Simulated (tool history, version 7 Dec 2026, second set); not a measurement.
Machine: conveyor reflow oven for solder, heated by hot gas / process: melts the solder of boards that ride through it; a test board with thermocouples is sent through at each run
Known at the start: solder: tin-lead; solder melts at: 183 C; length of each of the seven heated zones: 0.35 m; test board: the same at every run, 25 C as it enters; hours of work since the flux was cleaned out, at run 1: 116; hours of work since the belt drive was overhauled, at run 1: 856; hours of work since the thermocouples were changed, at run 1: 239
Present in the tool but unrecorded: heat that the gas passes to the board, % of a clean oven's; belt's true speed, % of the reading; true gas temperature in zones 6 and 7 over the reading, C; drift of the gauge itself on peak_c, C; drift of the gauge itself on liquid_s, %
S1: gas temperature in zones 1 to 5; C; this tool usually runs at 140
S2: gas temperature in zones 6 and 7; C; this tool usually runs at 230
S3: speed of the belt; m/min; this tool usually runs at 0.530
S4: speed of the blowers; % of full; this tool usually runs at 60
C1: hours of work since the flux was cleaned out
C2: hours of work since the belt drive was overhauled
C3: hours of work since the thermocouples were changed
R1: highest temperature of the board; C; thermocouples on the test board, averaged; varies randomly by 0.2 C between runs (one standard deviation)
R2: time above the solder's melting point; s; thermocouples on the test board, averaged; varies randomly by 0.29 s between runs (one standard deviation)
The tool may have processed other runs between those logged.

run    hour   S1   S2     S3  S4   C1    C2   C3     R1    R2
  1     0.0  140  230  0.530  60  116   856  239  211.5  54.7
  2    65.6  140  230  0.530  60  161   901  285  211.0  54.8
       77.6  -- flux residue cleaned out of gas plates and filters
  3   140.5  140  239  0.530  60   44   950  333  219.6  62.8
  4   184.2  140  230  0.530  56   74   980  363  210.2  54.4
  5   220.8  149  230  0.530  56   99  1005  389  212.1  59.4
  6   272.6  149  230  0.530  56  135  1041  425  211.9  59.9
      324.4  -- flux residue cleaned out of gas plates and filters
  7   340.4  149  230  0.530  56   11  1085  468  213.0  61.2
  8   417.5  148  230  0.530  60   64  1138  522  214.1  61.5
  9   472.7  140  230  0.530  88  103  1176  560  218.9  64.5
 10   522.0  140  230  0.530  88  137  1211  594  218.5  64.1
      567.6  -- flux residue cleaned out of gas plates and filters
 11   593.2  140  230  0.530  88   18  1256  640  219.9  65.0
 12   668.2  140  237  0.530  60   70  1308  692  218.4  61.9
      699.0  -- belt drive overhauled, speed set with a stopwatch
 13   728.5  140  237  0.588  60  109    20  731  213.1  49.3
 14   798.0  140  237  0.588  60  157    69  779  212.4  48.7
      819.8  -- flux residue cleaned out of gas plates and filters
 15   834.9  140  237  0.588  60   10    91  801  214.6  50.9
      864.6  -- thermocouples of zones 6 and 7 changed
 16   875.0  140  231  0.530  57   37   117    7  210.8  54.0
 17   924.0  140  231  0.530  57   71   151   41  210.7  53.2
 18   976.4  140  230  0.619  54  107   187   77  202.6  35.8
 19  1024.9  140  230  0.619  54  141   221  111  202.1  35.5
     1067.0  -- flux residue cleaned out of gas plates and filters
 20  1093.4  141  220  0.605  54   18   265  155  197.3  30.7
 21  1151.0  126  230  0.529  68   58   305  195  211.1  51.0
 22  1230.0  126  230  0.529  68  113   360  250  210.9  50.2
     1313.2  -- flux residue cleaned out of gas plates and filters
 23  1313.2  138  241  0.530  60    0   414  304  221.3  62.5
 24  1363.5  138  241  0.530  60   35   449  339  220.7  62.2
 25  1395.9  138  241  0.530  60   57   471  361  220.6  61.9
 26  1474.5  130  227  0.530  61  112   526  416  207.0  46.5
 27  1541.5  134  223  0.434  73  158   572  462  213.1  69.5
     1556.6  -- flux residue cleaned out of gas plates and filters
 28  1603.1  132  233  0.629  88   32   611  501  215.6  48.0
 29  1658.0  132  233  0.629  88   70   649  539  215.1  47.1

Here are 4 independent what-if runs from the current tool condition. What would each one return?
  A  1727.1  132  219  0.629  88  118  697  587   ?   ?
  B  1727.1  129  233  0.530  55  118  697  587   ?   ?
  C  1727.1  132  233  0.629  84  118  697  587   ?   ?
  D  1727.1  140  231  0.530  60  118  697  587   ?   ?

run     R1    R2
  A  202.5  35.7
  B  209.8  48.3
  C  213.4  45.7
  D  212.6  56.3
The same runs, with their run-to-run variation unchanged, on a tool lacking any hidden condition would have given:
run     R1    R2
  A  202.9  36.0
  B  209.8  47.6
  C  214.0  45.6
  D  212.6  55.5
